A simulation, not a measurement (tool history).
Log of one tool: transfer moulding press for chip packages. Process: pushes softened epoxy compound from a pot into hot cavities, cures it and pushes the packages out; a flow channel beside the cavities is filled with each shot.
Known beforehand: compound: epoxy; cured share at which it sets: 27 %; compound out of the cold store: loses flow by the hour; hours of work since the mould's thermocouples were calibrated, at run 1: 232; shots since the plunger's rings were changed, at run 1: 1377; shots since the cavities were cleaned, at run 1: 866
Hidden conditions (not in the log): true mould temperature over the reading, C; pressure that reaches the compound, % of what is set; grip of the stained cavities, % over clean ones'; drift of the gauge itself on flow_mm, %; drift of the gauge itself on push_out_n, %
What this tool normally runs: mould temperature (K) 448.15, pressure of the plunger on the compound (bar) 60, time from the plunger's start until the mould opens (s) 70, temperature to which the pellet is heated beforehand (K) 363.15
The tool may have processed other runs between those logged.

run   hour  mould temperature (K)  pressure of the plunger on the compound (bar)  time from the plunger's start until the mould opens (s)  temperature to which the pellet is heated beforehand (K)  hours of work since the mould's thermocouples were calibrated  shots since the plunger's rings were changed  shots since the cavities were cleaned  incoming compound's hours out of the cold store  length that the compound runs in the flow channel (mm)  greatest force on the pins that push the packages out (N)
  1      0                 448.15                                             60                                                       70                                                    363.15                                                            232                                          1377                                    866                                             36.5                                                     537                                                       1160
       4.7  -- cavities cleaned with cleaning compound and waxed
  2   10.9                 448.15                                             60                                                       70                                                    363.15                                                            237                                          1518                                     93                                             29.4                                                     557                                                        784
  3   16.9                 448.15                                             60                                                       70                                                    363.15                                                            241                                          1607                                    182                                             31.1                                                     554                                                        843
  4     23                 448.15                                           49.6                                                       70                                                    363.15                                                            244                                          1699                                    274                                             47.7                                                     458                                                        863
  5   33.1                 451.15                                             60                                                       70                                                    363.15                                                            250                                          1849                                    424                                             34.9                                                     535                                                        774
  6   37.9                 441.15                                             60                                                       70                                                    363.15                                                            253                                          1921                                    496                                             11.6                                                     627                                                       1761
  7   45.8                 441.15                                             60                                                       70                                                    363.15                                                            258                                          2040                                    615                                             17.2                                                     609                                                       1782
  8     51                 441.15                                             60                                                       70                                                    363.15                                                            261                                          2117                                    692                                             19.2                                                     597                                                       1909
  9   55.4                 441.15                                             60                                                       70                                                    363.15                                                            263                                          2182                                    757                                             30.4                                                     563                                                       1762
 10     62                 441.15                                             60                                                       70                                                    363.15                                                            267                                          2281                                    856                                             34.1                                                     550                                                       1830
        67  -- cavities cleaned with cleaning compound and waxed
 11   68.3                 441.15                                             60                                                       70                                                    363.15                                                            270                                          2354                                     21                                             35.7                                                     548                                                       1076
 12   76.3                 449.15                                           69.4                                                       91                                                    357.15                                                            275                                          2473                                    140                                             19.3                                                     625                                                        473
 13   81.4                 449.15                                           69.4                                                       91                                                    357.15                                                            278                                          2549                                    216                                             31.6                                                     584                                                        523
 14   88.2                 442.15                                             53                                                      100                                                    364.15                                                            282                                          2651                                    318                                             42.1                                                     494                                                        609
 15   92.6                 443.15                                             53                                                      100                                                    368.15                                                            284                                          2717                                    384                                             34.2                                                     514                                                        603
 16    102                 443.15                                             53                                                      100                                                    368.15                                                            290                                          2857                                    524                                             33.7                                                     513                                                        654
 17  109.7                 441.15                                             60                                                       56                                                    360.15                                                            294                                          2971                                    638                                             36.5                                                     542                                                       2529

A few steps of length that the compound runs in the flow channel (mm) between consecutive runs. Split each: what settings, incoming material and random variation would produce without the hidden state, and what is left over for the hidden state, along with gauge scatter present in only one of the two compared results (measured, and without hidden state):
Run 3 -> 4: pressure of the plunger on the compound (bar) 60 -> 49.6. length that the compound runs in the flow channel (mm) -96: hidden state +2, all else -98.
Run 4 -> 5: mould temperature (K) 448.15 -> 451.15, pressure of the plunger on the compound (bar) 49.6 -> 60. length that the compound runs in the flow channel (mm) +77: hidden state -3, all else +80.
